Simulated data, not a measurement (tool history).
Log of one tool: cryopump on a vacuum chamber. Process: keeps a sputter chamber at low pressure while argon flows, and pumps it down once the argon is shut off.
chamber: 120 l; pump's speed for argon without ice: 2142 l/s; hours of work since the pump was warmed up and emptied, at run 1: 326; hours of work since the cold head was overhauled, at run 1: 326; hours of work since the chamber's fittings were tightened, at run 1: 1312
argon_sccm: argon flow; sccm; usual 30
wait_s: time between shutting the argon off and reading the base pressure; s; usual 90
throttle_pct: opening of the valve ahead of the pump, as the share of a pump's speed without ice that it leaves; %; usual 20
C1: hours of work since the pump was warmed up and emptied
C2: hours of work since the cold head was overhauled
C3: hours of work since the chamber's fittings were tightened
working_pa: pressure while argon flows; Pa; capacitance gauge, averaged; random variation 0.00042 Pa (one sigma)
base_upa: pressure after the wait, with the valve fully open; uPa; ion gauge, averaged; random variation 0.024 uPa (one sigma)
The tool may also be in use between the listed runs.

Run 1, hour 0.0: usual settings; C1 326; C2 326; C3 1312. Result: working_pa 0.1203 Pa, base_upa 1.99 uPa.
Run 2, hour 12.3: usual settings; C1 336; C2 336; C3 1322. Result: working_pa 0.1215 Pa, base_upa 2.07 uPa.
Run 3, hour 19.6: usual settings; C1 342; C2 342; C3 1327. Result: working_pa 0.1204 Pa, base_upa 2.00 uPa.
Run 4, hour 35.6: usual settings; C1 355; C2 355; C3 1340. Result: working_pa 0.1213 Pa, base_upa 2.07 uPa.
Run 5, hour 46.5: usual settings but wait_s 52 s; C1 363; C2 363; C3 1349. Result: working_pa 0.1209 Pa, base_upa 2.56 uPa.
Run 6, hour 61.8: usual settings but wait_s 52 s; C1 376; C2 376; C3 1361. Result: working_pa 0.1204 Pa, base_upa 2.66 uPa.
Run 7, hour 75.6: usual settings but wait_s 20 s; C1 387; C2 387; C3 1372. Result: working_pa 0.1216 Pa, base_upa 4.65 uPa.
Run 8, hour 90.5: usual settings but wait_s 20 s; C1 399; C2 399; C3 1384. Result: working_pa 0.1200 Pa, base_upa 4.81 uPa.
Run 9, hour 99.6: usual settings but wait_s 20 s; C1 406; C2 406; C3 1391. Result: working_pa 0.1220 Pa, base_upa 4.66 uPa.
Run 10, hour 115.7: usual settings but argon_sccm 14 sccm; C1 419; C2 419; C3 1404. Result: working_pa 0.0562 Pa, base_upa 2.13 uPa.
Run 11, hour 131.5: usual settings but throttle_pct 33 %; C1 432; C2 432; C3 1417. Result: working_pa 0.0748 Pa, base_upa 2.18 uPa.
Run 12, hour 146.4: usual settings but throttle_pct 33 %; C1 444; C2 444; C3 1429. Result: working_pa 0.0748 Pa, base_upa 2.11 uPa.
Run 13, hour 162.0: usual settings but throttle_pct 33 %; C1 456; C2 456; C3 1442. Result: working_pa 0.0750 Pa, base_upa 2.19 uPa.
Run 14, hour 170.0: usual settings but throttle_pct 33 %; C1 462; C2 462; C3 1448. Result: working_pa 0.0753 Pa, base_upa 2.23 uPa.
Run 15, hour 178.9: usual settings; C1 470; C2 470; C3 1455. Result: working_pa 0.1217 Pa, base_upa 2.27 uPa.
Run 16, hour 191.0: usual settings; C1 479; C2 479; C3 1465. Result: working_pa 0.1218 Pa, base_upa 2.22 uPa.
Run 17, hour 207.8: usual settings but argon_sccm 56 sccm; C1 493; C2 493; C3 1478. Result: working_pa 0.2269 Pa, base_upa 2.29 uPa.
Run 18, hour 218.6: usual settings but argon_sccm 56 sccm; C1 501; C2 501; C3 1487. Result: working_pa 0.2272 Pa, base_upa 2.27 uPa.
Run 19, hour 225.7: usual settings but argon_sccm 56 sccm, wait_s 22 s; C1 507; C2 507; C3 1493. Result: working_pa 0.2282 Pa, base_upa 4.34 uPa.
Run 20, hour 239.9: usual settings but argon_sccm 17 sccm, wait_s 22 s, throttle_pct 16 %; C1 519; C2 519; C3 1504. Result: working_pa 0.0858 Pa, base_upa 4.45 uPa.
Run 21, hour 247.5: usual settings but argon_sccm 17 sccm, wait_s 26 s, throttle_pct 16 %; C1 525; C2 525; C3 1510. Result: working_pa 0.0860 Pa, base_upa 3.92 uPa.
Run 22, hour 256.3: usual settings but argon_sccm 17 sccm, wait_s 26 s, throttle_pct 16 %; C1 532; C2 532; C3 1517. Result: working_pa 0.0863 Pa, base_upa 3.98 uPa.
Run 23, hour 264.1: usual settings but argon_sccm 23 sccm, wait_s 123 s, throttle_pct 25 %; C1 538; C2 538; C3 1523. Result: working_pa 0.0753 Pa, base_upa 2.10 uPa.
Run 24, hour 277.7: usual settings but argon_sccm 23 sccm, wait_s 109 s, throttle_pct 25 %; C1 549; C2 549; C3 1534. Result: working_pa 0.0761 Pa, base_upa 2.15 uPa.
Run 25, hour 285.1: usual settings but argon_sccm 59 sccm, wait_s 228 s, throttle_pct 39 %; C1 555; C2 555; C3 1540. Result: working_pa 0.1273 Pa, base_upa 1.89 uPa.

The next listed run, before its measurement:
Run 26, hour 294.3: usual settings but argon_sccm 33 sccm, wait_s 112 s, throttle_pct 31 %; C1 562; C2 562; C3 1548. Result: working_pa ?, base_upa ?.

working_pa: 0.0890 Pa
base_upa: 2.21 uPa
Without the tool's hidden state the same run would have given working_pa 0.0842 Pa, base_upa 0.73 uPa.

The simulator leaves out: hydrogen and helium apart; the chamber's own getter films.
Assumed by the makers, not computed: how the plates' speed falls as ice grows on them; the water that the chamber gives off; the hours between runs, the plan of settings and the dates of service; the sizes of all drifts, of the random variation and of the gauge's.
